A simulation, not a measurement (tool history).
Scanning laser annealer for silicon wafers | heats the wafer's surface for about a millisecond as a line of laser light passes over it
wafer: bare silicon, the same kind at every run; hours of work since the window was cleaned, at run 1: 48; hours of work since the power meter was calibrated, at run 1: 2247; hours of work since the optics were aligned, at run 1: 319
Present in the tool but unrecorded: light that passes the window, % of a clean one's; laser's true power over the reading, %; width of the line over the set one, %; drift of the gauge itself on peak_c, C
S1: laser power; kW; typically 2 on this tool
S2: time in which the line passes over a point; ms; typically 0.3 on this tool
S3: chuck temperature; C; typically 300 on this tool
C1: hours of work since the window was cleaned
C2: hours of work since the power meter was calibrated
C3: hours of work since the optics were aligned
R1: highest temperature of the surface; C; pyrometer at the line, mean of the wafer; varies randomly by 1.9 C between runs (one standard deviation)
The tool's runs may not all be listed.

{"run": 1, "hour": 0.0, "S1": 2, "S2": 0.3, "S3": 300, "C1": 48, "C2": 2247, "C3": 319, "R1": 1099}
{"run": 2, "hour": 51.3, "S1": 2, "S2": 0.3, "S3": 300, "C1": 79, "C2": 2278, "C3": 350, "R1": 1092}
{"run": 3, "hour": 149.1, "S1": 2.061, "S2": 0.3, "S3": 300, "C1": 138, "C2": 2338, "C3": 409, "R1": 1112}
{"run": 4, "hour": 247.8, "S1": 2, "S2": 0.3, "S3": 300, "C1": 198, "C2": 2398, "C3": 469, "R1": 1073}
{"run": 5, "hour": 331.0, "S1": 2, "S2": 0.3, "S3": 314, "C1": 248, "C2": 2448, "C3": 520, "R1": 1080}
{"run": 6, "hour": 409.0, "S1": 2, "S2": 0.3, "S3": 300, "C1": 296, "C2": 2495, "C3": 567, "R1": 1060}
{"hour": 432.5, "done": "window over the wafer cleaned"}
{"run": 7, "hour": 505.9, "S1": 2, "S2": 0.3, "S3": 300, "C1": 44, "C2": 2553, "C3": 625, "R1": 1033}
{"run": 8, "hour": 563.2, "S1": 2, "S2": 0.3, "S3": 300, "C1": 79, "C2": 2588, "C3": 659, "R1": 1030}
{"run": 9, "hour": 617.9, "S1": 2, "S2": 0.3, "S3": 300, "C1": 112, "C2": 2621, "C3": 693, "R1": 1027}
{"run": 10, "hour": 664.5, "S1": 2.011, "S2": 0.3, "S3": 300, "C1": 141, "C2": 2649, "C3": 721, "R1": 1026}
{"hour": 677.9, "done": "window over the wafer cleaned, once more"}
{"run": 11, "hour": 758.8, "S1": 1.918, "S2": 0.3, "S3": 300, "C1": 49, "C2": 2705, "C3": 777, "R1": 1053}
{"run": 12, "hour": 841.8, "S1": 1.918, "S2": 0.3, "S3": 300, "C1": 99, "C2": 2756, "C3": 827, "R1": 1044}
{"run": 13, "hour": 891.5, "S1": 2, "S2": 0.358, "S3": 300, "C1": 130, "C2": 2786, "C3": 857, "R1": 1157}
{"run": 14, "hour": 993.0, "S1": 2, "S2": 0.358, "S3": 300, "C1": 191, "C2": 2847, "C3": 919, "R1": 1148}
{"run": 15, "hour": 1055.5, "S1": 2, "S2": 0.358, "S3": 300, "C1": 229, "C2": 2885, "C3": 957, "R1": 1141}
{"run": 16, "hour": 1138.7, "S1": 2, "S2": 0.224, "S3": 300, "C1": 279, "C2": 2936, "C3": 1007, "R1": 953}
{"hour": 1183.0, "done": "window over the wafer cleaned"}
{"run": 17, "hour": 1215.1, "S1": 2, "S2": 0.224, "S3": 300, "C1": 19, "C2": 2981, "C3": 1052, "R1": 985}
{"run": 18, "hour": 1302.1, "S1": 2, "S2": 0.224, "S3": 300, "C1": 72, "C2": 3034, "C3": 1105, "R1": 976}
{"hour": 1339.1, "done": "optics aligned, line set to its width"}
{"run": 19, "hour": 1393.2, "S1": 2, "S2": 0.226, "S3": 300, "C1": 124, "C2": 3086, "C3": 33, "R1": 987}
{"run": 20, "hour": 1451.5, "S1": 2, "S2": 0.226, "S3": 300, "C1": 160, "C2": 3121, "C3": 68, "R1": 980}
{"run": 21, "hour": 1550.2, "S1": 1.976, "S2": 0.225, "S3": 262, "C1": 220, "C2": 3181, "C3": 128, "R1": 921}
{"run": 22, "hour": 1645.7, "S1": 2.139, "S2": 0.341, "S3": 333, "C1": 278, "C2": 3239, "C3": 186, "R1": 1229}
{"run": 23, "hour": 1688.6, "S1": 2.139, "S2": 0.341, "S3": 333, "C1": 304, "C2": 3265, "C3": 212, "R1": 1226}
{"hour": 1695.1, "done": "window over the wafer cleaned"}
{"run": 24, "hour": 1791.9, "S1": 2.073, "S2": 0.3, "S3": 269, "C1": 59, "C2": 3326, "C3": 273, "R1": 1108}
{"run": 25, "hour": 1835.6, "S1": 1.96, "S2": 0.345, "S3": 300, "C1": 85, "C2": 3353, "C3": 300, "R1": 1132}
{"run": 26, "hour": 1887.6, "S1": 1.96, "S2": 0.345, "S3": 300, "C1": 117, "C2": 3384, "C3": 332, "R1": 1125}
{"run": 27, "hour": 1939.6, "S1": 1.96, "S2": 0.345, "S3": 300, "C1": 148, "C2": 3416, "C3": 363, "R1": 1127}
{"run": 28, "hour": 1983.6, "S1": 1.834, "S2": 0.3, "S3": 307, "C1": 175, "C2": 3443, "C3": 390, "R1": 1004}
{"run": 29, "hour": 2074.1, "S1": 1.793, "S2": 0.332, "S3": 319, "C1": 230, "C2": 3498, "C3": 445, "R1": 1027}
{"run": 30, "hour": 2166.6, "S1": 1.76, "S2": 0.26, "S3": 332, "C1": 286, "C2": 3554, "C3": 501, "R1": 936}
{"hour": 2203.4, "done": "window over the wafer cleaned"}
{"run": 31, "hour": 2269.8, "S1": 2.186, "S2": 0.26, "S3": 316, "C1": 40, "C2": 3615, "C3": 562, "R1": 1156}
{"run": 32, "hour": 2354.1, "S1": 2.042, "S2": 0.249, "S3": 313, "C1": 91, "C2": 3666, "C3": 613, "R1": 1056}
{"run": 33, "hour": 2452.3, "S1": 2, "S2": 0.308, "S3": 309, "C1": 151, "C2": 3726, "C3": 673, "R1": 1104}
{"run": 34, "hour": 2526.2, "S1": 2.143, "S2": 0.273, "S3": 333, "C1": 196, "C2": 3771, "C3": 718, "R1": 1145}
{"run": 35, "hour": 2583.2, "S1": 2.143, "S2": 0.273, "S3": 333, "C1": 230, "C2": 3805, "C3": 752, "R1": 1141}
{"run": 36, "hour": 2675.7, "S1": 2.143, "S2": 0.273, "S3": 333, "C1": 286, "C2": 3861, "C3": 808, "R1": 1130}
{"hour": 2712.9, "done": "window over the wafer cleaned"}
{"run": 37, "hour": 2759.8, "S1": 2.115, "S2": 0.244, "S3": 309, "C1": 28, "C2": 3911, "C3": 858, "R1": 1086}
{"run": 38, "hour": 2838.0, "S1": 2.115, "S2": 0.244, "S3": 309, "C1": 76, "C2": 3958, "C3": 906, "R1": 1080}
{"run": 39, "hour": 2898.7, "S1": 1.89, "S2": 0.227, "S3": 300, "C1": 113, "C2": 3995, "C3": 942, "R1": 937}

3 ways to go on from here, each from the tool as it stands after run 39. What would each give?
{"run": "A", "hour": 2955.8, "S1": 1.89, "S2": 0.215, "S3": 318, "C1": 147, "C2": 4030, "C3": 977, "R1": "?"}
{"run": "B", "hour": 2955.8, "S1": 2.118, "S2": 0.33, "S3": 327, "C1": 147, "C2": 4030, "C3": 977, "R1": "?"}
{"run": "C", "hour": 2955.8, "S1": 1.925, "S2": 0.245, "S3": 328, "C1": 147, "C2": 4030, "C3": 977, "R1": "?"}

run=A R1=929
run=B R1=1217
run=C R1=1004
Take away the tool's hidden state, keep each run's random variation, and the runs would have read:
run=A R1=943
run=B R1=1237
run=C R1=1019

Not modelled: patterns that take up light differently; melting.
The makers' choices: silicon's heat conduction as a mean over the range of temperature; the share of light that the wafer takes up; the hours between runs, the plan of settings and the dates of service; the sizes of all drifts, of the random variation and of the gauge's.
